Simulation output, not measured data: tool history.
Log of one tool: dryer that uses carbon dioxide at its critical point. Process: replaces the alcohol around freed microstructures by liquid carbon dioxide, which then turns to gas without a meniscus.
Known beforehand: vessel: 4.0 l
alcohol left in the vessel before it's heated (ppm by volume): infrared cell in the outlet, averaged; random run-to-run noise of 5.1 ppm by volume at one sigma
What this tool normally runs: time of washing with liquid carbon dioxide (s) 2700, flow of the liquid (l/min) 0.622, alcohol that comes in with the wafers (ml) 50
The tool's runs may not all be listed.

run,hour,time of washing with liquid carbon dioxide (s),flow of the liquid (l/min),alcohol that comes in with the wafers (ml),alcohol left in the vessel before it's heated (ppm by volume)
1,0.0,2700,0.622,50,109
2,9.1,2700,0.622,50,103
3,14.5,2700,0.622,50,99
4,19.9,2700,0.622,50,95
5,25.7,2280,0.622,50,189
6,31.1,2280,0.622,50,194
7,38.3,2700,0.905,50,13
8,43.5,2700,0.622,50,92
9,53.2,2700,0.622,50,95
10,63.3,2700,0.622,50,104
11,68.7,2700,0.622,50,99
12,73.8,2700,0.622,50,102
13,80.9,2700,0.622,107,198
14,89.2,2700,0.705,65,80
15,95.1,2880,0.981,38,8
16,104.4,1680,0.466,25,658
17,110.2,2100,0.622,50,286
18,117.7,2220,1.029,50,22

Run 19 comes next. What will it give?
19,125.0,3240,0.579,29,?

alcohol left in the vessel before it's heated (ppm by volume): 37
With the hidden condition absent and the run-to-run variation left alone, this run would have shown alcohol left in the vessel before it's heated (ppm by volume) 25.
